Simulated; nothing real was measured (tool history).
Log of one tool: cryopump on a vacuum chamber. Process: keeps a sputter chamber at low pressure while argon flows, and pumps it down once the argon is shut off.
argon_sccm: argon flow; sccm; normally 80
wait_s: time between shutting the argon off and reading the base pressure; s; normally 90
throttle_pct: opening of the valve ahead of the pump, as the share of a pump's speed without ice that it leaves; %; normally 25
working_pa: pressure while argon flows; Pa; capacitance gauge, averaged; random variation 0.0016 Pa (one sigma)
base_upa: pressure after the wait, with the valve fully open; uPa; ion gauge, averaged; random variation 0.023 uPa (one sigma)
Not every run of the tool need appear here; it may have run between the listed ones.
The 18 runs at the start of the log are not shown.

run	hour	argon_sccm	wait_s	throttle_pct	hours of work since the pump was warmed up and emptied	hours of work since the cold head was overhauled	hours of work since the chamber's fittings were tightened	working_pa	base_upa
19	209.4	103	90	46	453	453	1810	0.3253	2.44
20	220.7	134	65	15	460	460	1817	1.1642	2.62
21	234.4	115	65	28	469	469	1826	0.5619	2.62
22	248.1	50	63	27	478	478	1834	0.2503	2.74
23	256.7	50	57	21	483	483	1840	0.3153	2.81
24	270.3	83	90	28	492	492	1848	0.4079	2.51
25	280.3	83	90	28	498	498	1855	0.4060	2.44
26	292.2	120	32	16	505	505	1862	0.9860	3.63
# hour 305.1: pump warmed up, emptied and cooled again
27	305.8	80	231	25	0	511	1868	0.3920	1.61
28	317.6	134	183	31	8	518	1875	0.5293	1.66
29	330.9	36	258	23	16	527	1883	0.1907	1.57
30	340.2	36	258	23	22	533	1889	0.1912	1.57
31	354.8	36	258	23	31	542	1898	0.1914	1.61
32	361.4	132	158	59	36	546	1903	0.2783	1.73
33	376.3	80	90	18	45	555	1912	0.5441	1.95

Predict each of these 4 candidate next runs independently; none follows another, all start after run 33:
A	386.4	63	90	18	51	562	1918	?	?
B	386.4	55	121	24	51	562	1918	?	?
C	386.4	88	90	22	51	562	1918	?	?
D	386.4	80	138	18	51	562	1918	?	?

run	working_pa	base_upa
A	0.4266	2.03
B	0.2823	1.84
C	0.4941	1.98
D	0.5484	1.75
With no hidden state in the tool, these same runs would have given:
run	working_pa	base_upa
A	0.4225	0.77
B	0.2786	0.62
C	0.4882	0.74
D	0.5431	0.53

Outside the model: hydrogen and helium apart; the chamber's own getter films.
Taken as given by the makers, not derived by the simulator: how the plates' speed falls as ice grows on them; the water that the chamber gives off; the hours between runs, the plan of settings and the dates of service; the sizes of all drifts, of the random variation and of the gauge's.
